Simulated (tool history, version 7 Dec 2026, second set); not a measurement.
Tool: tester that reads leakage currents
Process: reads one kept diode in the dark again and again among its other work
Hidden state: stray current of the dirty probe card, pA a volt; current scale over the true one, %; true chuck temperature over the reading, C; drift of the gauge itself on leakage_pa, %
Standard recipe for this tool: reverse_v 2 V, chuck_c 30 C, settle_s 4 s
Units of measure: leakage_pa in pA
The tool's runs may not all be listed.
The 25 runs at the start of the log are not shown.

| run | hour | reverse_v | chuck_c | settle_s | hours of work since the probe card was cleaned | hours of work since the tester was calibrated | hours of work since the chuck was calibrated | leakage_pa |
|---|---|---|---|---|---|---|---|---|
| 26 | 1181.1 | 2 | 32 | 3.59 | 932 | 1172 | 87 | 136.35 |
| 27 | 1228.7 | 4.83 | 57 | 0.36 | 956 | 1196 | 110 | 1150.01 |
| 28 | 1293.6 | 16.63 | 35 | 3.96 | 988 | 1228 | 143 | 410.32 |
| 29 | 1345.1 | 1.98 | 24 | 3.96 | 1014 | 1254 | 168 | 72.69 |
|  | 1358.4 | chuck's temperature calibrated, once more |
| 30 | 1401.8 | 2.15 | 38 | 0.37 | 1041 | 1281 | 22 | 260.18 |
| 31 | 1430.6 | 2.15 | 38 | 0.37 | 1055 | 1296 | 36 | 260.8 |
| 32 | 1460 | 12.29 | 45 | 0.37 | 1070 | 1310 | 51 | 870.17 |
| 33 | 1488 | 10.2 | 21 | 0.58 | 1084 | 1324 | 65 | 143.35 |
| 34 | 1545.4 | 10.2 | 21 | 0.58 | 1112 | 1353 | 93 | 143.58 |
| 35 | 1585.8 | 10.2 | 21 | 0.58 | 1133 | 1373 | 113 | 144.23 |
| 36 | 1653.9 | 10.2 | 21 | 0.58 | 1167 | 1407 | 147 | 144.39 |
| 37 | 1711.5 | 2 | 29 | 4 | 1195 | 1436 | 176 | 128.56 |
| 38 | 1767.7 | 2 | 29 | 4 | 1223 | 1464 | 204 | 127.49 |
| 39 | 1815.3 | 8.79 | 54 | 4 | 1247 | 1488 | 228 | 1382.9 |

Branching from run 39: 4 alternative next runs. What would each branch give?
| A | 1857.1 | 1.85 | 54 | 4 | 1268 | 1508 | 249 | ? |
| B | 1857.1 | 2.16 | 30 | 4 | 1268 | 1508 | 249 | ? |
| C | 1857.1 | 2.27 | 28 | 1.4 | 1268 | 1508 | 249 | ? |
| D | 1857.1 | 2 | 30 | 0.68 | 1268 | 1508 | 249 | ? |

| run | leakage_pa |
|---|---|
| A | 734.93 |
| B | 141.78 |
| C | 124.67 |
| D | 138.5 |
With no hidden state in the tool, these same runs would have given:
| run | leakage_pa |
|---|---|
| A | 737.77 |
| B | 139.52 |
| C | 122.05 |
| D | 136.46 |
